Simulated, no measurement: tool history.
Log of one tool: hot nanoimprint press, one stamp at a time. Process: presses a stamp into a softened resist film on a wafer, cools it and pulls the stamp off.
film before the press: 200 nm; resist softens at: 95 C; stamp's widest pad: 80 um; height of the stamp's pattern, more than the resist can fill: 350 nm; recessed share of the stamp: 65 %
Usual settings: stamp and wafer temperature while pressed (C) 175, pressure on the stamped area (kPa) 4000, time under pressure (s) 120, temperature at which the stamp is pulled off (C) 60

run	day	stamp and wafer temperature while pressed (C)	pressure on the stamped area (kPa)	time under pressure (s)	temperature at which the stamp is pulled off (C)	resist left under the stamp's widest pad (nm)	greatest force while the stamp is pulled off (N)
1	0	175	4000	120	60	91.9	237
2	1.15	175	5380	120	60	80.1	243
# day 1.517: stamp cleaned and given a new release coat
3	3.346	175	4080	120	60	91.7	208
4	4.254	175	4080	120	60	91.9	217
5	6.35	175	4080	120	60	93.1	224
6	7.683	175	4080	120	60	93.1	235
7	9.425	175	4080	120	60	92.3	242
# day 9.992: stamp cleaned and given a new release coat
8	11.275	175	4080	120	60	93.5	193
9	13.433	175	4080	120	60	94.6	224
10	14.6	175	4120	120	60	93.5	229
# day 15.421: press's hydraulic seals changed and the load cell set to zero
11	16	175	4120	120	60	93	232
12	17.033	175	4120	120	60	93.6	243
13	18.333	175	4120	120	60	93.2	246
# day 18.558: plate thermocouple calibrated
# day 18.808: stamp cleaned and given a new release coat
14	20.696	175	4120	120	60	93.9	209
15	21.633	175	4120	120	60	93.9	214
16	23.583	175	4120	120	60	95.9	239
17	24.783	175	4120	120	60	94.9	235
# day 25.654: plate thermocouple calibrated, once more
18	25.996	175	4040	120	55	91.4	260
# day 27.312: stamp cleaned and given a new release coat
19	28.021	175	4040	102	50	97.4	205
20	29.942	175	4040	102	50	99	222
21	31.65	175	4040	102	50	98.9	248
22	33.867	165	2710	73	56	165.3	242
23	34.954	165	2710	186	56	139.8	252
# day 35.65: stamp cleaned and given a new release coat
24	36.354	180	2710	127	61	91.9	201
25	37.971	187	4400	136	49	53.9	230
26	39.862	175	6120	120	56	78.2	223
27	41.842	174	6120	127	52	80.4	246
# day 44.058: stamp cleaned and given a new release coat
28	44.354	174	6120	127	52	81	214
# day 45.217: plate thermocouple calibrated
29	46.167	174	6120	127	52	76.8	217
30	47.775	174	2540	134	52	114.3	234

Hidden state or all else? Some run-to-run changes of resist left under the stamp's widest pad (nm), split into what the settings, what came in and random variation would give without the hidden state, and what is left for the hidden state (with any gauge scatter that isn't in both results):
The hidden state here: true temperature over the reading, C; pressure that arrives at the usual setting, %; grip of the stamp's worn release coat, % over a new coat's; drift of the gauge itself on residual_nm, %; drift of the gauge itself on pull_off_n, %.
Run 17 -> 18: pressure on the stamped area (kPa) 4120 -> 4040, temperature at which the stamp is pulled off (C) 60 -> 55, plate thermocouple calibrated, once more. resist left under the stamp's widest pad (nm) -3.5: hidden state -4.4, all else +0.9.
Run 21 -> 22: stamp and wafer temperature while pressed (C) 175 -> 165, pressure on the stamped area (kPa) 4040 -> 2710, time under pressure (s) 102 -> 73, temperature at which the stamp is pulled off (C) 50 -> 56. resist left under the stamp's widest pad (nm) +66.4: hidden state +0, all else +66.4.
Run 23 -> 24: stamp and wafer temperature while pressed (C) 165 -> 180, time under pressure (s) 186 -> 127, temperature at which the stamp is pulled off (C) 56 -> 61, stamp cleaned and given a new release coat. resist left under the stamp's widest pad (nm) -47.9: hidden state -0.6, all else -47.3.
Run 24 -> 25: stamp and wafer temperature while pressed (C) 180 -> 187, pressure on the stamped area (kPa) 2710 -> 4400, time under pressure (s) 127 -> 136, temperature at which the stamp is pulled off (C) 61 -> 49. resist left under the stamp's widest pad (nm) -38: hidden state -0.7, all else -37.3.
Run 25 -> 26: stamp and wafer temperature while pressed (C) 187 -> 175, pressure on the stamped area (kPa) 4400 -> 6120, time under pressure (s) 136 -> 120, temperature at which the stamp is pulled off (C) 49 -> 56. resist left under the stamp's widest pad (nm) +24.3: hidden state +1.7, all else +22.6.
Run 28 -> 29: plate thermocouple calibrated. resist left under the stamp's widest pad (nm) -4.2: hidden state -3.3, all else -0.9.

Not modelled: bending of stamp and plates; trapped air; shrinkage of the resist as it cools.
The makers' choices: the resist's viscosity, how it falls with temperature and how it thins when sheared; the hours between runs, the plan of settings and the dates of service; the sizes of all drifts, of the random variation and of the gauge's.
